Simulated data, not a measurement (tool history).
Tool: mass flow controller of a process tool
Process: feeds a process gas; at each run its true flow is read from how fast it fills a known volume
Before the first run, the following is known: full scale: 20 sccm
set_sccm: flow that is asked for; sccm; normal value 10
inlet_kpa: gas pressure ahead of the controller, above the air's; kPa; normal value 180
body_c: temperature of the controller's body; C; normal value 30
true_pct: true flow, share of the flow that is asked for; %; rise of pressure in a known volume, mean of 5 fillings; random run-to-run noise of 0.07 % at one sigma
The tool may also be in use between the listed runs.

{"run": 1, "hour": 0.0, "set_sccm": 10, "inlet_kpa": 180, "body_c": 30, "true_pct": 98.97}
{"run": 2, "hour": 77.9, "set_sccm": 10, "inlet_kpa": 180, "body_c": 30, "true_pct": 98.85}
{"run": 3, "hour": 145.5, "set_sccm": 10, "inlet_kpa": 180, "body_c": 30, "true_pct": 98.84}
{"run": 4, "hour": 226.9, "set_sccm": 10, "inlet_kpa": 180, "body_c": 30, "true_pct": 98.91}
{"run": 5, "hour": 300.0, "set_sccm": 10, "inlet_kpa": 180, "body_c": 30, "true_pct": 98.86}
{"run": 6, "hour": 387.7, "set_sccm": 10, "inlet_kpa": 180, "body_c": 30, "true_pct": 98.86}
{"run": 7, "hour": 427.4, "set_sccm": 10, "inlet_kpa": 180, "body_c": 30, "true_pct": 98.89}
{"hour": 434.9, "done": "controller's zero set anew"}
{"run": 8, "hour": 480.0, "set_sccm": 10, "inlet_kpa": 180, "body_c": 30, "true_pct": 98.77}
{"run": 9, "hour": 537.0, "set_sccm": 10, "inlet_kpa": 180, "body_c": 30, "true_pct": 98.77}
{"run": 10, "hour": 578.9, "set_sccm": 10, "inlet_kpa": 180, "body_c": 30, "true_pct": 98.77}
{"run": 11, "hour": 633.4, "set_sccm": 10, "inlet_kpa": 180, "body_c": 30, "true_pct": 98.74}
{"hour": 699.5, "done": "controller's zero set anew, once more"}
{"run": 12, "hour": 704.3, "set_sccm": 4, "inlet_kpa": 180, "body_c": 30, "true_pct": 98.24}
{"run": 13, "hour": 764.1, "set_sccm": 2, "inlet_kpa": 244, "body_c": 34, "true_pct": 97.74}
{"run": 14, "hour": 844.7, "set_sccm": 7, "inlet_kpa": 180, "body_c": 39, "true_pct": 99.37}
{"run": 15, "hour": 897.9, "set_sccm": 7, "inlet_kpa": 180, "body_c": 39, "true_pct": 99.32}
{"run": 16, "hour": 982.9, "set_sccm": 7, "inlet_kpa": 180, "body_c": 39, "true_pct": 99.37}
{"run": 17, "hour": 1031.7, "set_sccm": 6, "inlet_kpa": 187, "body_c": 29, "true_pct": 98.41}
{"run": 18, "hour": 1077.5, "set_sccm": 6, "inlet_kpa": 187, "body_c": 29, "true_pct": 98.13}

Run 19, settings as shown, results not yet in. Your forecast:
{"run": 19, "hour": 1120.6, "set_sccm": 6, "inlet_kpa": 187, "body_c": 29, "true_pct": "?"}

Run 19 measured true_pct 98.34 %.
On a tool with no hidden condition, and with the same random variation, this run would have come out at true_pct 98.58 %.
